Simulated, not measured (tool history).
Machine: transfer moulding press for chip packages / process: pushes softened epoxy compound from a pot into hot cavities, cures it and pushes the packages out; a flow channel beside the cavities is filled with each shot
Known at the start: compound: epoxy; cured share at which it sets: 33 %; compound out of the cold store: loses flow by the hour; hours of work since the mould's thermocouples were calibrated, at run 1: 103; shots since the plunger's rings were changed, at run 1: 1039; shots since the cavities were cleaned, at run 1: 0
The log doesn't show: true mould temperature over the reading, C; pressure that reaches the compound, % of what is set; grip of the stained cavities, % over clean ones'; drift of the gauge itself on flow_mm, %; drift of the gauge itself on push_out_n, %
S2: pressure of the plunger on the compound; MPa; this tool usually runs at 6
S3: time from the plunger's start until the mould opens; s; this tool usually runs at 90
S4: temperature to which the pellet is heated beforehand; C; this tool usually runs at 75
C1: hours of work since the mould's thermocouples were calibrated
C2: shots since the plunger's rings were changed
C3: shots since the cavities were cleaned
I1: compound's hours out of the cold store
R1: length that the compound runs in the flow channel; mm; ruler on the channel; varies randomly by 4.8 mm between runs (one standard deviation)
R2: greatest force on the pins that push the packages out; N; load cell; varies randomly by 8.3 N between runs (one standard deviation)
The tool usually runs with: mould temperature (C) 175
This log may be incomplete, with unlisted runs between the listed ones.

run 1 hour=0 | mould_temperature_(C)=175 S2=6 S3=90 S4=75 | C1=103 C2=1039 C3=0 | I1=9.2 | R1=984 R2=380
run 2 hour=8.1 | mould_temperature_(C)=175 S2=6 S3=90 S4=75 | C1=107 C2=1100 C3=61 | I1=11.9 | R1=963 R2=377
run 3 hour=16.9 | mould_temperature_(C)=175 S2=6 S3=90 S4=75 | C1=110 C2=1164 C3=125 | I1=47.5 | R1=792 R2=359
run 4 hour=24 | mould_temperature_(C)=175 S2=6 S3=90 S4=75 | C1=113 C2=1216 C3=177 | I1=31 | R1=873 R2=366
run 5 hour=32.1 | mould_temperature_(C)=175 S2=6 S3=90 S4=75 | C1=116 C2=1276 C3=237 | I1=44 | R1=819 R2=361
run 6 hour=40.3 | mould_temperature_(C)=175 S2=6 S3=90 S4=75 | C1=120 C2=1338 C3=299 | I1=41 | R1=824 R2=374
run 7 hour=44.8 | mould_temperature_(C)=177 S2=6 S3=90 S4=75 | C1=122 C2=1371 C3=332 | I1=37.5 | R1=850 R2=346
run 8 hour=52.7 | mould_temperature_(C)=177 S2=6 S3=90 S4=75 | C1=125 C2=1429 C3=390 | I1=19.7 | R1=922 R2=356
run 9 hour=60.7 | mould_temperature_(C)=177 S2=6 S3=90 S4=75 | C1=128 C2=1488 C3=449 | I1=43.8 | R1=815 R2=340
run 10 hour=69.5 | mould_temperature_(C)=177 S2=6 S3=90 S4=75 | C1=132 C2=1553 C3=514 | I1=47.5 | R1=802 R2=336
run 11 hour=78.3 | mould_temperature_(C)=175 S2=6 S3=90 S4=75 | C1=135 C2=1618 C3=579 | I1=12.1 | R1=970 R2=397
run 12 hour=87.4 | mould_temperature_(C)=175 S2=6 S3=90 S4=75 | C1=139 C2=1685 C3=646 | I1=40.1 | R1=832 R2=376
run 13 hour=92.3 | mould_temperature_(C)=175 S2=6 S3=90 S4=75 | C1=141 C2=1722 C3=683 | I1=22.6 | R1=910 R2=383
run 14 hour=96.5 | mould_temperature_(C)=175 S2=6 S3=90 S4=66 | C1=143 C2=1752 C3=713 | I1=14 | R1=961 R2=391
run 15 hour=104.7 | mould_temperature_(C)=174 S2=6 S3=119 S4=75 | C1=146 C2=1813 C3=774 | I1=40.3 | R1=846 R2=326
run 16 hour=108.8 | mould_temperature_(C)=176 S2=6.21 S3=102 S4=85 | C1=148 C2=1843 C3=804 | I1=39.5 | R1=853 R2=328
-- hour=113.7 cavities cleaned with cleaning compound and waxed
run 17 hour=119.3 | mould_temperature_(C)=176 S2=6.21 S3=102 S4=85 | C1=151 C2=1910 C3=42 | I1=21.6 | R1=930 R2=332
run 18 hour=124.2 | mould_temperature_(C)=183 S2=5.98 S3=80 S4=72 | C1=153 C2=1946 C3=78 | I1=41.7 | R1=803 R2=345
run 19 hour=128.1 | mould_temperature_(C)=178 S2=5.26 S3=82 S4=70 | C1=155 C2=1975 C3=107 | I1=15.6 | R1=884 R2=377
run 20 hour=136.8 | mould_temperature_(C)=179 S2=7.02 S3=116 S4=83 | C1=159 C2=2039 C3=171 | I1=14.4 | R1=1022 R2=326
run 21 hour=144 | mould_temperature_(C)=182 S2=5.81 S3=73 S4=73 | C1=161 C2=2093 C3=225 | I1=11.7 | R1=931 R2=387
run 22 hour=150.3 | mould_temperature_(C)=175 S2=5.49 S3=120 S4=75 | C1=164 C2=2139 C3=271 | I1=26.2 | R1=857 R2=325
run 23 hour=154.2 | mould_temperature_(C)=169 S2=5.49 S3=106 S4=70 | C1=166 C2=2168 C3=300 | I1=13.1 | R1=945 R2=409
run 24 hour=157.9 | mould_temperature_(C)=169 S2=4.83 S3=106 S4=72 | C1=167 C2=2195 C3=327 | I1=14.9 | R1=881 R2=393
run 25 hour=165.6 | mould_temperature_(C)=175 S2=7.29 S3=90 S4=78 | C1=170 C2=2252 C3=384 | I1=9.7 | R1=1090 R2=387
run 26 hour=169.7 | mould_temperature_(C)=175 S2=7.29 S3=90 S4=78 | C1=172 C2=2282 C3=414 | I1=30.3 | R1=965 R2=377
run 27 hour=177.5 | mould_temperature_(C)=177 S2=6 S3=95 S4=75 | C1=175 C2=2340 C3=472 | I1=30.3 | R1=876 R2=326
run 28 hour=183.7 | mould_temperature_(C)=168 S2=6 S3=88 S4=75 | C1=178 C2=2386 C3=518 | I1=24.3 | R1=927 R2=561

4 options for the next run, each taken on its own from the tool as it stands now. Forecast them:
run A hour=190.2 | mould_temperature_(C)=168 S2=4.68 S3=88 S4=75 | C1=180 C2=2433 C3=565 | I1=22.9 | R1=? R2=?
run B hour=190.2 | mould_temperature_(C)=168 S2=6 S3=78 S4=75 | C1=180 C2=2433 C3=565 | I1=27.2 | R1=? R2=?
run C hour=190.2 | mould_temperature_(C)=180 S2=4.84 S3=88 S4=84 | C1=180 C2=2433 C3=565 | I1=28.4 | R1=? R2=?
run D hour=190.2 | mould_temperature_(C)=175 S2=5.57 S3=88 S4=75 | C1=180 C2=2433 C3=565 | I1=19.4 | R1=? R2=?

run=A R1=823 R2=576
run=B R1=918 R2=727
run=C R1=787 R2=344
run=D R1=907 R2=391
The same runs, with their run-to-run variation unchanged, on a tool lacking any hidden condition would have given:
run=A R1=823 R2=572
run=B R1=919 R2=722
run=C R1=787 R2=342
run=D R1=907 R2=388
